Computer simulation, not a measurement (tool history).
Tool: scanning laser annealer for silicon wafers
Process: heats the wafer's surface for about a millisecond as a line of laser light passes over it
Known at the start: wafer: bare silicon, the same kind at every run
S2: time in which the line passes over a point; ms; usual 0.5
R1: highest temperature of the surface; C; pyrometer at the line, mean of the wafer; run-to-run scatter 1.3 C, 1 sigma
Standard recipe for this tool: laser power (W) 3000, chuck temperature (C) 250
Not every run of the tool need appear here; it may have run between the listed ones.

Run 1, hour 0: usual settings. Result: R1 1040 C.
Run 2, hour 40.9: usual settings. Result: R1 1035 C.
Run 3, hour 74.5: usual settings but chuck temperature (C) 262. Result: R1 1050 C.
Run 4, hour 120.2: usual settings but chuck temperature (C) 262. Result: R1 1047 C.
Run 5, hour 164.9: usual settings. Result: R1 1036 C.
Run 6, hour 206.5: usual settings. Result: R1 1036 C.
Run 7, hour 235.3: usual settings. Result: R1 1033 C.
Run 8, hour 275.4: usual settings. Result: R1 1033 C.
Run 9, hour 308.8: usual settings. Result: R1 1031 C.
At hour 318.1: optics aligned, line set to its width.
Run 10, hour 346.8: usual settings. Result: R1 1027 C.
Run 11, hour 389.3: usual settings but S2 0.59 ms, chuck temperature (C) 222. Result: R1 1057 C.
Run 12, hour 432.9: usual settings but laser power (W) 2884. Result: R1 995 C.

What does the tool deliver on the next run?
At hour 461.4: optics aligned, line set to its width, once more.
Run 13, hour 466.9: usual settings but laser power (W) 2884. Result: R1 ?.

R1: 1008 C
Were there no unlogged condition in the tool, this run, its random variation unchanged, would have produced R1 1020 C.
